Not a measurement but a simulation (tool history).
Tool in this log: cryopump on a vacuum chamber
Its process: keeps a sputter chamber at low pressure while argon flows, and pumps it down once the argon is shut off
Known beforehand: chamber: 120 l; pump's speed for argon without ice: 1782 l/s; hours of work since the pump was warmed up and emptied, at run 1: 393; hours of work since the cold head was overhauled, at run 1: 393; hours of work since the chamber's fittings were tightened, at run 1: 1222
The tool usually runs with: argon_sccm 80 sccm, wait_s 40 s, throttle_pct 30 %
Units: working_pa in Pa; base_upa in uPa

run   hour  argon_sccm  wait_s  throttle_pct  hours of work since the pump was warmed up and emptied  hours of work since the cold head was overhauled  hours of work since the chamber's fittings were tightened  working_pa  base_upa
  1    0.0          80      40            30                                                     393                                               393                                                       1222      0.2631      2.57
  2    9.8          80      40            30                                                     400                                               400                                                       1230      0.2639      2.49
  3   24.1          76      40            30                                                     411                                               411                                                       1240      0.2496      2.57
  4   40.9          80      40            26                                                     423                                               423                                                       1253      0.3025      2.52
  5   57.8          80      40            26                                                     436                                               436                                                       1266      0.3024      2.55
  6   70.9          43     257            26                                                     446                                               446                                                       1276      0.1632      0.94
  7   78.9         130     236            41                                                     452                                               452                                                       1282      0.3212      1.00
  8   95.5          97     285            41                                                     464                                               464                                                       1294      0.2389      0.88
  9  105.7          82      40            41                                                     472                                               472                                                       1302      0.2009      2.56
     116.3  -- pump warmed up, emptied and cooled again
 10  122.2          82      40            41                                                       4                                               481                                                       1310      0.1898      2.47

Alternative continuations, all from the tool just after run 10; predict every row:
  A  133.5          82      23            41                                                      13                                               489                                                       1319           ?         ?
  B  133.5          48      40            26                                                      13                                               489                                                       1319           ?         ?
  C  133.5          68      21            21                                                      13                                               489                                                       1319           ?         ?
  D  133.5         152      76            29                                                      13                                               489                                                       1319           ?         ?

run  working_pa  base_upa
  A      0.1896      3.96
  B      0.1742      2.47
  C      0.3060      4.25
  D      0.5015      1.55
With the hidden condition removed and each run's random variation left untouched, the same runs would have given:
run  working_pa  base_upa
  A      0.1888      3.55
  B      0.1737      2.07
  C      0.3053      3.84
  D      0.4999      1.15
